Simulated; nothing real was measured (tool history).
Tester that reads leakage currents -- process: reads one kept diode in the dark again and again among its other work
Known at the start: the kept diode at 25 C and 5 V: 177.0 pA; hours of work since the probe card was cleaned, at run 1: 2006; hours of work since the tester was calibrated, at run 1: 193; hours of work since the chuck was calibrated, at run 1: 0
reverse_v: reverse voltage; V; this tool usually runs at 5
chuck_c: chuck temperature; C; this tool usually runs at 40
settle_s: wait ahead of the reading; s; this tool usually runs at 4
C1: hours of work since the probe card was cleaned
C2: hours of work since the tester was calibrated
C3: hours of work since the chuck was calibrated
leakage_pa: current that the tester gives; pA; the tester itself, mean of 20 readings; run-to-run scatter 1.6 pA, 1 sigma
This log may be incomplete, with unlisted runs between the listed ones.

Run 1, hour 0: usual settings; C1 2006; C2 193; C3 0. Result: leakage_pa 537.84 pA.
Run 2, hour 35.2: usual settings; C1 2030; C2 217; C3 24. Result: leakage_pa 538.32 pA.
Run 3, hour 60.7: usual settings; C1 2048; C2 235; C3 42. Result: leakage_pa 538.64 pA.
Run 4, hour 98.6: usual settings but settle_s 2.17 s; C1 2074; C2 261; C3 68. Result: leakage_pa 535.28 pA.
Run 5, hour 135.4: usual settings; C1 2099; C2 286; C3 93. Result: leakage_pa 536.62 pA.
Run 6, hour 168.2: usual settings; C1 2122; C2 309; C3 115. Result: leakage_pa 535.75 pA.
Run 7, hour 213.7: usual settings; C1 2153; C2 340; C3 146. Result: leakage_pa 532.23 pA.
Run 8, hour 260.6: usual settings; C1 2185; C2 372; C3 179. Result: leakage_pa 534.03 pA.
Run 9, hour 284.6: usual settings; C1 2201; C2 388; C3 195. Result: leakage_pa 529.69 pA.
Run 10, hour 326.8: usual settings but reverse_v 11.82 V, chuck_c 21 C, settle_s 1.58 s; C1 2230; C2 417; C3 224. Result: leakage_pa 201.97 pA.
At hour 332.6: probe card cleaned and baked.
Run 11, hour 377.8: usual settings but reverse_v 5.32 V, chuck_c 21 C; C1 31; C2 450; C3 257. Result: leakage_pa 137.83 pA.
Run 12, hour 431: usual settings but reverse_v 2.11 V; C1 67; C2 487; C3 293. Result: leakage_pa 352.57 pA.
Run 13, hour 455.3: usual settings but chuck_c 32 C, settle_s 2.02 s; C1 84; C2 503; C3 310. Result: leakage_pa 301.33 pA.
Run 14, hour 497.3: usual settings but chuck_c 32 C, settle_s 2.02 s; C1 113; C2 532; C3 339. Result: leakage_pa 298.84 pA.
Run 15, hour 547.6: usual settings but chuck_c 32 C, settle_s 2.02 s; C1 147; C2 567; C3 373. Result: leakage_pa 298.64 pA.
Run 16, hour 569.4: usual settings but reverse_v 17.65 V, chuck_c 32 C, settle_s 7.23 s; C1 162; C2 581; C3 388. Result: leakage_pa 547.38 pA.
Run 17, hour 618.3: usual settings but reverse_v 17.65 V, chuck_c 32 C, settle_s 7.23 s; C1 196; C2 615; C3 422. Result: leakage_pa 546.4 pA.

Each row is a separate what-if for the run after 17, all from the same tool condition, not one after another. Results?
At hour 646.8: probe card cleaned and baked, once more.
Run A, hour 652.4: usual settings but chuck_c 29 C; C1 4; C2 636; C3 443. Result: leakage_pa ?.
At hour 646.8: probe card cleaned and baked, once more.
Run B, hour 652.4: usual settings but reverse_v 10.93 V, chuck_c 59 C, settle_s 2.55 s; C1 4; C2 636; C3 443. Result: leakage_pa ?.
At hour 646.8: probe card cleaned and baked, once more.
Run C, hour 652.4: usual settings but reverse_v 3.11 V; C1 4; C2 636; C3 443. Result: leakage_pa ?.
At hour 646.8: probe card cleaned and baked, once more.
Run D, hour 652.4: usual settings but reverse_v 2.89 V, chuck_c 32 C, settle_s 4.71 s; C1 4; C2 636; C3 443. Result: leakage_pa ?.

run  leakage_pa
  A      231.27
  B     2622.15
  C      414.53
  D      223.87
What these runs would have given with no unlogged condition in the tool:
run  leakage_pa
  A      239.53
  B      2700.4
  C      428.38
  D      231.72

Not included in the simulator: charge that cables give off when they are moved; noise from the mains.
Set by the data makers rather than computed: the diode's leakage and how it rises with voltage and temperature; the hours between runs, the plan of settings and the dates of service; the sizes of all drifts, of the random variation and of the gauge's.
